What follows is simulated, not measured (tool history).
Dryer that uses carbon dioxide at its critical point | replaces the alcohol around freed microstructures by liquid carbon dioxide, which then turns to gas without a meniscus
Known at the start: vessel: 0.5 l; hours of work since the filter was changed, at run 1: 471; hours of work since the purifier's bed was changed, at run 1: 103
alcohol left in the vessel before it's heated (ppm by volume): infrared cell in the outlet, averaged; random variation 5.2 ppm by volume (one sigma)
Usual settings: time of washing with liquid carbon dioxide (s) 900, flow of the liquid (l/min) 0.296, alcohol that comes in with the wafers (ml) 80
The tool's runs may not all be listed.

run    day  time of washing with liquid carbon dioxide (s)  flow of the liquid (l/min)  alcohol that comes in with the wafers (ml)  hours of work since the filter was changed  hours of work since the purifier's bed was changed  alcohol left in the vessel before it's heated (ppm by volume)
  1  0.000                                             900                       0.296                                          80                                         471                                                 103                                                            153
  2  0.267                                             900                       0.296                                          80                                         476                                                 108                                                            158
  3  0.642                                             900                       0.296                                          80                                         482                                                 114                                                            157
  4  0.796                                             900                       0.296                                          80                                         485                                                 117                                                            157
  5  1.150                                             900                       0.296                                          80                                         491                                                 123                                                            163
  6  1.396                                            1140                       0.421                                          27                                         495                                                 128                                                             46
  7  1.588                                             780                       0.216                                          76                                         499                                                 131                                                           1786
     1.729  -- inlet filter changed
  8  1.800                                            1260                       0.216                                          55                                           1                                                 134                                                             93
  9  2.025                                            1260                       0.216                                          55                                           5                                                 138                                                             92
 10  2.279                                             600                       0.216                                          38                                          10                                                 142                                                           1993

4 ways to go on from here, each from the tool as it stands after run 10. What would each give?
  A  2.471                                             600                       0.216                                          47                                          13                                                 146                                                              ?
  B  2.471                                             600                       0.188                                          38                                          13                                                 146                                                              ?
  C  2.471                                             900                       0.435                                          21                                          13                                                 146                                                              ?
  D  2.471                                            1020                       0.216                                          37                                          13                                                 146                                                              ?

run  alcohol left in the vessel before it's heated (ppm by volume)
  A                                                           2551
  B                                                           3278
  C                                                             47
  D                                                            210
Without the tool's hidden state the same runs would have given:
run  alcohol left in the vessel before it's heated (ppm by volume)
  A                                                           2461
  B                                                           3183
  C                                                              5
  D                                                            160

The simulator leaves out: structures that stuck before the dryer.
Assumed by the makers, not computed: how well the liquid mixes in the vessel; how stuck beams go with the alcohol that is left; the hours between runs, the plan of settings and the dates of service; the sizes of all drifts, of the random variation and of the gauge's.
